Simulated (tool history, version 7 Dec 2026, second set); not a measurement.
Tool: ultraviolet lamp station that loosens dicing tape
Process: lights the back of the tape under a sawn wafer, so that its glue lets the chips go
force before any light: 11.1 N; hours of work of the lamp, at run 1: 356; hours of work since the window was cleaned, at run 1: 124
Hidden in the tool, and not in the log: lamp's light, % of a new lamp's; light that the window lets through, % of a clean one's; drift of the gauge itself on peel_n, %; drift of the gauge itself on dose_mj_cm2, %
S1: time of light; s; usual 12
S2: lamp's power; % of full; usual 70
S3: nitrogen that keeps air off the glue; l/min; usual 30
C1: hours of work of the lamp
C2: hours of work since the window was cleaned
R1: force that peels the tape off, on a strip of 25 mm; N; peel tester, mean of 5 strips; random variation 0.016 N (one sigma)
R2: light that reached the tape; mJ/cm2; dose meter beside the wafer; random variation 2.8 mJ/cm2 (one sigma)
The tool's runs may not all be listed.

{"run": 1, "hour": 0.0, "S1": 12, "S2": 70, "S3": 30, "C1": 356, "C2": 124, "R1": 0.774, "R2": 400}
{"run": 2, "hour": 13.2, "S1": 12, "S2": 71, "S3": 30, "C1": 364, "C2": 132, "R1": 0.77, "R2": 412}
{"run": 3, "hour": 24.0, "S1": 12, "S2": 71, "S3": 30, "C1": 370, "C2": 138, "R1": 0.764, "R2": 409}
{"run": 4, "hour": 34.8, "S1": 12, "S2": 70, "S3": 47, "C1": 376, "C2": 145, "R1": 0.561, "R2": 404}
{"run": 5, "hour": 47.9, "S1": 12, "S2": 70, "S3": 47, "C1": 384, "C2": 152, "R1": 0.586, "R2": 402}
{"run": 6, "hour": 64.4, "S1": 12, "S2": 70, "S3": 18, "C1": 394, "C2": 162, "R1": 1.122, "R2": 402}
{"run": 7, "hour": 79.5, "S1": 12, "S2": 70, "S3": 18, "C1": 403, "C2": 171, "R1": 1.125, "R2": 400}
{"run": 8, "hour": 99.4, "S1": 12, "S2": 76, "S3": 30, "C1": 414, "C2": 182, "R1": 0.65, "R2": 434}
{"run": 9, "hour": 110.6, "S1": 12, "S2": 76, "S3": 30, "C1": 421, "C2": 189, "R1": 0.663, "R2": 436}
{"run": 10, "hour": 126.9, "S1": 12, "S2": 70, "S3": 10, "C1": 430, "C2": 198, "R1": 1.704, "R2": 403}
{"run": 11, "hour": 151.0, "S1": 12, "S2": 70, "S3": 30, "C1": 444, "C2": 212, "R1": 0.799, "R2": 398}
{"run": 12, "hour": 173.6, "S1": 8, "S2": 70, "S3": 30, "C1": 457, "C2": 225, "R1": 1.739, "R2": 265}
{"run": 13, "hour": 197.2, "S1": 12, "S2": 70, "S3": 30, "C1": 471, "C2": 239, "R1": 0.758, "R2": 401}
{"run": 14, "hour": 208.1, "S1": 12, "S2": 74, "S3": 30, "C1": 477, "C2": 245, "R1": 0.681, "R2": 430}
{"run": 15, "hour": 232.2, "S1": 12, "S2": 74, "S3": 30, "C1": 491, "C2": 260, "R1": 0.708, "R2": 424}
{"run": 16, "hour": 251.4, "S1": 12, "S2": 79, "S3": 30, "C1": 503, "C2": 271, "R1": 0.616, "R2": 453}
{"run": 17, "hour": 262.6, "S1": 15, "S2": 70, "S3": 30, "C1": 509, "C2": 277, "R1": 0.484, "R2": 506}
{"run": 18, "hour": 283.3, "S1": 15, "S2": 70, "S3": 30, "C1": 521, "C2": 289, "R1": 0.478, "R2": 510}
{"run": 19, "hour": 306.8, "S1": 15, "S2": 70, "S3": 24, "C1": 535, "C2": 303, "R1": 0.562, "R2": 502}
{"run": 20, "hour": 321.5, "S1": 12, "S2": 70, "S3": 29, "C1": 543, "C2": 312, "R1": 0.812, "R2": 401}
{"hour": 324.8, "done": "window cleaned of glue's vapour"}
{"run": 21, "hour": 345.6, "S1": 12, "S2": 70, "S3": 30, "C1": 557, "C2": 12, "R1": 0.779, "R2": 404}
{"run": 22, "hour": 363.1, "S1": 12, "S2": 70, "S3": 30, "C1": 567, "C2": 22, "R1": 0.783, "R2": 402}
{"run": 23, "hour": 374.0, "S1": 19, "S2": 70, "S3": 17, "C1": 574, "C2": 29, "R1": 0.435, "R2": 636}
{"run": 24, "hour": 389.2, "S1": 20, "S2": 71, "S3": 43, "C1": 583, "C2": 38, "R1": 0.236, "R2": 680}
{"run": 25, "hour": 404.1, "S1": 20, "S2": 71, "S3": 43, "C1": 591, "C2": 46, "R1": 0.235, "R2": 683}
{"run": 26, "hour": 428.4, "S1": 20, "S2": 71, "S3": 43, "C1": 605, "C2": 60, "R1": 0.246, "R2": 686}
{"run": 27, "hour": 440.4, "S1": 8, "S2": 70, "S3": 30, "C1": 612, "C2": 67, "R1": 1.713, "R2": 271}
{"run": 28, "hour": 459.6, "S1": 22, "S2": 62, "S3": 28, "C1": 623, "C2": 78, "R1": 0.302, "R2": 651}
{"run": 29, "hour": 471.1, "S1": 22, "S2": 62, "S3": 28, "C1": 630, "C2": 85, "R1": 0.294, "R2": 648}
{"run": 30, "hour": 484.4, "S1": 12, "S2": 85, "S3": 30, "C1": 638, "C2": 93, "R1": 0.488, "R2": 490}
{"run": 31, "hour": 503.4, "S1": 20, "S2": 85, "S3": 30, "C1": 649, "C2": 104, "R1": 0.22, "R2": 817}
{"run": 32, "hour": 522.5, "S1": 23, "S2": 85, "S3": 30, "C1": 660, "C2": 115, "R1": 0.205, "R2": 930}
{"run": 33, "hour": 538.1, "S1": 12, "S2": 74, "S3": 30, "C1": 669, "C2": 124, "R1": 0.682, "R2": 422}
{"run": 34, "hour": 561.9, "S1": 12, "S2": 75, "S3": 20, "C1": 683, "C2": 138, "R1": 0.906, "R2": 433}
{"run": 35, "hour": 583.0, "S1": 9, "S2": 70, "S3": 30, "C1": 695, "C2": 150, "R1": 1.406, "R2": 302}
{"run": 36, "hour": 602.8, "S1": 9, "S2": 70, "S3": 30, "C1": 707, "C2": 162, "R1": 1.377, "R2": 302}
{"run": 37, "hour": 620.7, "S1": 9, "S2": 89, "S3": 20, "C1": 717, "C2": 172, "R1": 1.148, "R2": 380}
{"run": 38, "hour": 637.4, "S1": 14, "S2": 75, "S3": 11, "C1": 727, "C2": 182, "R1": 1.04, "R2": 502}
{"run": 39, "hour": 653.5, "S1": 8, "S2": 75, "S3": 10, "C1": 736, "C2": 191, "R1": 2.777, "R2": 288}
{"run": 40, "hour": 666.4, "S1": 8, "S2": 75, "S3": 10, "C1": 744, "C2": 199, "R1": 2.822, "R2": 283}
{"run": 41, "hour": 678.1, "S1": 8, "S2": 75, "S3": 10, "C1": 751, "C2": 206, "R1": 3.001, "R2": 291}
{"run": 42, "hour": 696.5, "S1": 8, "S2": 75, "S3": 10, "C1": 761, "C2": 216, "R1": 2.896, "R2": 290}
{"run": 43, "hour": 719.7, "S1": 8, "S2": 75, "S3": 10, "C1": 775, "C2": 230, "R1": 2.745, "R2": 286}

3 ways to go on from here, each from the tool as it stands after run 43. What would each give?
{"run": "A", "hour": 734.7, "S1": 8, "S2": 75, "S3": 59, "C1": 784, "C2": 239, "R1": "?", "R2": "?"}
{"run": "B", "hour": 734.7, "S1": 8, "S2": 68, "S3": 10, "C1": 784, "C2": 239, "R1": "?", "R2": "?"}
{"run": "C", "hour": 734.7, "S1": 8, "S2": 66, "S3": 10, "C1": 784, "C2": 239, "R1": "?", "R2": "?"}

run=A R1=1.096 R2=286
run=B R1=3.265 R2=257
run=C R1=3.341 R2=248
Without the tool's hidden state the same runs would have given:
run=A R1=1.090 R2=287
run=B R1=3.255 R2=257
run=C R1=3.330 R2=248

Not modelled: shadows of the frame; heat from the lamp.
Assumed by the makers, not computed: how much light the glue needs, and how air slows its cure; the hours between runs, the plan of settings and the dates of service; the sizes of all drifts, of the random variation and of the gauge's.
